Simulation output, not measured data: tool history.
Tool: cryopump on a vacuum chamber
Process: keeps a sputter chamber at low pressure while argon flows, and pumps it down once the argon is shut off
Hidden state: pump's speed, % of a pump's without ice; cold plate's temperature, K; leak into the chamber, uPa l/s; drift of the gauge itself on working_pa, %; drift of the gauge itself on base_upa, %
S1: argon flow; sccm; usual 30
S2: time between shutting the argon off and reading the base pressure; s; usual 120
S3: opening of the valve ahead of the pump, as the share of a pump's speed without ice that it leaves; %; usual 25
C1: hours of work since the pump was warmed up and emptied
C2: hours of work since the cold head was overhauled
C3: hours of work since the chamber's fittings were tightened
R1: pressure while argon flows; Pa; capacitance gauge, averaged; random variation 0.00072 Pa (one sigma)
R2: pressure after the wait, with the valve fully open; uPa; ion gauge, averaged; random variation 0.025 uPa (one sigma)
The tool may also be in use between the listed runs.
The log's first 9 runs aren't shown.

run,hour,S1,S2,S3,C1,C2,C3,R1,R2
10,133.7,30,120,25,251,251,2548,0.1363,4
11,144.8,30,120,25,256,256,2553,0.137,4.1
12,154.8,30,120,25,260,260,2557,0.1377,3.9
13,168.1,30,120,25,266,266,2563,0.1377,3.87
14,180.1,30,120,25,271,271,2568,0.136,3.93
15,197,30,120,25,278,278,2575,0.1374,4.04
16,209.1,30,120,25,283,283,2580,0.1385,4.13
17,227.5,30,120,25,291,291,2587,0.1399,4.07
18,246,30,120,21,298,298,2595,0.1637,4.16
19,262.2,30,70,51,305,305,2602,0.073,4.68
20,281,30,74,18,313,313,2610,0.1892,4.59
21,295.3,30,74,18,319,319,2616,0.1899,4.64
22,311.5,30,139,25,326,326,2623,0.138,4.2
23,326.6,30,139,25,332,332,2629,0.1394,4.13
24,345.6,13,51,24,340,340,2637,0.0637,5.28
25,360,12,120,27,346,346,2643,0.0523,4.29
26,375.3,48,39,38,352,352,2649,0.153,5.93
27,394.4,48,39,38,360,360,2657,0.1537,5.99
28,411.1,40,146,38,367,367,2664,0.1287,4.24
29,421.6,30,141,44,372,372,2668,0.0853,4.43
30,440.2,48,25,28,379,379,2676,0.2056,7.47
31,458.7,48,25,28,387,387,2684,0.2058,7.53
32,470.1,48,25,28,392,392,2689,0.205,7.38
33,486.4,45,269,58,399,399,2695,0.1024,4.27
34,501.5,30,120,21,405,405,2702,0.1686,4.7

Forecast each of these 3 alternatives for the next run:
A,519.3,30,87,17,412,412,2709,?,?
B,519.3,30,120,16,412,412,2709,?,?
C,519.3,31,120,46,412,412,2709,?,?

run,R1,R2
A,0.2035,4.9
B,0.2172,4.49
C,0.0866,4.7
Without the tool's hidden state the same runs would have given:
run,R1,R2
A,0.1904,1.24
B,0.2039,0.92
C,0.0728,0.98
